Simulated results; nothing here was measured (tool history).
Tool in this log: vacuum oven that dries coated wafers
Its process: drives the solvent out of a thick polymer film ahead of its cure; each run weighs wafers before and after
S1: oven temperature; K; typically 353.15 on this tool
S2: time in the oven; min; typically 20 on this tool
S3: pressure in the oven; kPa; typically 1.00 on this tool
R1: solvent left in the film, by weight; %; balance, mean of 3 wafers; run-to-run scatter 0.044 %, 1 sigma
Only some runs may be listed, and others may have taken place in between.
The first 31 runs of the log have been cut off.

run,hour,S1,S2,S3,R1
32,307.0,362.15,24,0.76,1.10
33,313.6,362.15,24,0.76,1.01
34,324.0,362.15,24,0.76,1.12
35,333.1,362.15,26,2.29,1.38
36,342.0,362.15,26,2.29,1.33
37,348.8,350.15,20,0.89,4.14
38,360.5,347.15,14,3.32,7.72
39,373.2,341.15,20,1.00,6.59
40,381.6,353.15,20,0.53,3.24
41,392.8,339.15,25,1.00,5.80
42,400.6,342.15,34,1.89,3.90
43,409.9,342.15,34,1.89,3.93
44,418.9,354.15,13,0.80,5.38
45,427.7,356.15,17,1.60,3.75
46,439.2,356.15,17,1.60,3.72
47,445.7,338.15,29,0.57,5.03
48,457.5,348.15,17,1.00,5.62

Branching from run 48: 3 alternative next runs. What would each branch give?
A,464.8,348.15,18,2.01,?
B,464.8,355.15,23,2.07,?
C,464.8,348.15,17,2.88,?

run,R1
A,5.67
B,2.73
C,6.28
With the hidden condition removed and each run's random variation left untouched, the same runs would have given:
run,R1
A,5.16
B,2.37
C,5.76
